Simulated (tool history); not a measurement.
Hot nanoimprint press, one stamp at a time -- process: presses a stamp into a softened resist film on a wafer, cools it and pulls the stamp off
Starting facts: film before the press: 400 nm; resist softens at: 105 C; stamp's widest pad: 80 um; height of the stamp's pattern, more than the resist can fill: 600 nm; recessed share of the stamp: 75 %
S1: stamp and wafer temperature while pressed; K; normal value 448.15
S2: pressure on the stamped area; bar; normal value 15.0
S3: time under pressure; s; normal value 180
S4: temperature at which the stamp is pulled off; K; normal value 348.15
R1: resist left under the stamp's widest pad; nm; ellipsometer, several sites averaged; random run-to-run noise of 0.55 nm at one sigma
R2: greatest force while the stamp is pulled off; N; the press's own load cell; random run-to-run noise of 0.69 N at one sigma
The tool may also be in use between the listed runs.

run	hour	S1	S2	S3	S4	R1	R2
1	0.0	448.15	15.0	180	348.15	211.8	118.7
2	30.0	448.15	15.0	180	348.15	212.3	119.3
# hour 50.8: press's hydraulic seals changed and the load cell set to zero
3	54.6	448.15	15.0	180	348.15	211.3	118.9
4	67.9	448.15	15.0	180	348.15	211.4	119.4
5	89.3	448.15	9.0	180	348.15	254.9	119.1
6	103.7	448.15	9.0	180	348.15	253.6	119.3
7	119.7	448.15	9.0	180	348.15	254.1	118.9
8	133.7	448.15	9.0	180	348.15	253.5	119.1
# hour 141.7: stamp cleaned and given a new release coat
9	161.1	448.15	9.0	180	348.15	253.7	119.8
10	192.1	448.15	9.0	180	348.15	254.1	119.3
11	211.3	448.15	9.0	180	348.15	252.9	118.4
12	226.6	448.15	15.0	180	348.15	210.5	119.3
13	258.2	448.15	15.0	180	348.15	210.2	119.9
14	276.9	448.15	15.0	90	348.15	260.9	119.1
15	308.9	448.15	15.0	180	348.15	209.7	119.4
16	325.6	448.15	15.0	180	348.15	210.4	118.6
17	344.6	448.15	15.0	180	348.15	210.2	119.3
# hour 361.3: plate thermocouple calibrated
18	371.9	445.15	16.2	140	346.15	242.2	122.3
19	404.3	459.15	11.9	93	333.15	209.7	131.4
# hour 424.0: stamp cleaned and given a new release coat
20	438.8	457.15	15.4	93	333.15	199.8	131.7
21	455.7	457.15	15.4	93	333.15	199.5	131.9
22	481.6	454.15	15.0	180	353.15	172.8	115.4
23	497.1	454.15	15.0	180	353.15	171.5	115.7
24	526.3	454.15	15.0	180	353.15	172.6	115.8
25	554.1	451.15	15.0	180	352.15	189.6	116.7
26	583.1	459.15	15.0	127	348.15	168.2	118.8
27	611.3	459.15	15.0	127	348.15	168.6	118.3

The next listed run, before its measurement:
28	638.0	448.15	14.1	180	335.15	?	?

Run 28 produced R1 213.5 nm, R2 129.4 N.
Take away the tool's hidden state, keep the run-to-run variation as it was, and the same run would have given R1 217.9 nm, R2 129.1 N.

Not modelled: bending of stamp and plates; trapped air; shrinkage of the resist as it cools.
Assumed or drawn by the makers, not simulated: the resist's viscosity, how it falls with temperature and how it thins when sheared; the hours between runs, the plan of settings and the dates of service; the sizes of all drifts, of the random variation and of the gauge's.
